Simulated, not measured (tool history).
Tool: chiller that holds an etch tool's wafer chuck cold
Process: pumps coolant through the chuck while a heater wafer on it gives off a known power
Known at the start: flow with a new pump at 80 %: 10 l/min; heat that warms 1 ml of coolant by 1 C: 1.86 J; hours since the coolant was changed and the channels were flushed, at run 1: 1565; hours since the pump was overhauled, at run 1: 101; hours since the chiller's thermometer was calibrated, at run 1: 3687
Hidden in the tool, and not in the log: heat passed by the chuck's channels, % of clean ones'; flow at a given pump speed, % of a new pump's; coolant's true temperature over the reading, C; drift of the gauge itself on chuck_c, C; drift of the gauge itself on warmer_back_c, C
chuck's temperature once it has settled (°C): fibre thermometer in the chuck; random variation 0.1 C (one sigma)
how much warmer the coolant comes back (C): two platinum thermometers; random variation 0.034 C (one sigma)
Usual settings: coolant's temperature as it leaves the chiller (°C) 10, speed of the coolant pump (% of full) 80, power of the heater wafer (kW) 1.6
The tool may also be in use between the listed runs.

run	day	coolant's temperature as it leaves the chiller (°C)	speed of the coolant pump (% of full)	power of the heater wafer (kW)	hours since the coolant was changed and the channels were flushed	hours since the pump was overhauled	hours since the chiller's thermometer was calibrated	chuck's temperature once it has settled (°C)	how much warmer the coolant comes back (C)
1	0	10	80	1.6	1565	101	3687	24.5	5.17
2	1.271	10	80	2.006	1595	132	3718	28.2	6.55
3	2.438	10	65	1.6	1623	160	3746	27.6	6.47
4	4.725	10	65	1.6	1678	215	3801	27.6	6.4
5	7.05	10	65	1.6	1734	271	3856	27.6	6.54
6	8.092	10	65	1.6	1759	296	3881	27.6	6.44
7	9.55	10	98	1.6	1794	331	3916	22.3	4.21
8	10.679	10	98	1.6	1821	358	3944	22	4.2
9	12.492	10	98	1.6	1865	401	3987	22.3	4.19
10	14.671	10	80	2.191	1917	453	4039	30.2	7.15
# day 14.854: chiller's thermometer calibrated
11	15.942	10	80	2.191	1947	483	26	30.2	7.1
12	17.917	10	80	1.627	1994	530	73	25	5.32
13	19.167	10	80	1.6	2024	560	103	24.8	5.23
# day 20.262: chiller's thermometer calibrated, once more
14	20.5	10	80	1.6	2055	591	6	24.7	5.24
15	22.583	4	80	1.6	2105	641	56	18.6	5.2
16	24.4	10	80	1.6	2149	685	99	24.6	5.28
17	25.812	10	83	1.6	2182	719	133	24.1	5.04
18	27.904	10	83	1.6	2233	769	183	24.1	5.04
19	29.862	10	83	1.6	2280	816	230	24	5
20	31.767	5	92	0.836	2325	862	276	11.6	2.36
21	33.142	5	92	0.836	2358	895	309	11.9	2.33
22	34.571	4	81	0.831	2393	929	343	11.5	2.7
23	36.771	4	87	1.122	2445	982	396	13.4	3.41
24	38.25	4	87	1.122	2481	1017	432	13.6	3.38
25	39.7	15	88	1.6	2516	1052	467	28.4	4.69
26	41.683	15	88	1.472	2563	1100	514	27.5	4.32
27	43.8	6	63	2.137	2614	1151	565	30.5	9.05
28	45.262	6	78	2.005	2649	1186	600	25	6.8
29	46.696	6	78	2.005	2684	1220	634	25	6.78
30	48.55	14	78	2.005	2728	1265	679	32.7	6.74
31	50.204	14	96	1.014	2768	1304	719	21.9	2.75

Hidden state or all else? Some run-to-run changes of chuck's temperature once it has settled (°C), split into what the settings, what came in and random variation would give without the hidden state, and what is left for the hidden state (with any gauge scatter that isn't in both results):
Run 13 -> 14: chiller's thermometer calibrated, once more. chuck's temperature once it has settled (°C) -0.1: hidden state -0.4, all else +0.3.
Run 19 -> 20: coolant's temperature as it leaves the chiller (°C) 10 -> 5, speed of the coolant pump (% of full) 83 -> 92, power of the heater wafer (kW) 1.6 -> 0.836. chuck's temperature once it has settled (°C) -12.4: hidden state -0.3, all else -12.1.
Run 24 -> 25: coolant's temperature as it leaves the chiller (°C) 4 -> 15, speed of the coolant pump (% of full) 87 -> 88, power of the heater wafer (kW) 1.122 -> 1.6. chuck's temperature once it has settled (°C) +14.8: hidden state +0.2, all else +14.6.
Run 26 -> 27: coolant's temperature as it leaves the chiller (°C) 15 -> 6, speed of the coolant pump (% of full) 88 -> 63, power of the heater wafer (kW) 1.472 -> 2.137. chuck's temperature once it has settled (°C) +3: hidden state +0.7, all else +2.3.
Run 30 -> 31: speed of the coolant pump (% of full) 78 -> 96, power of the heater wafer (kW) 2.005 -> 1.014. chuck's temperature once it has settled (°C) -10.8: hidden state -0.6, all else -10.2.
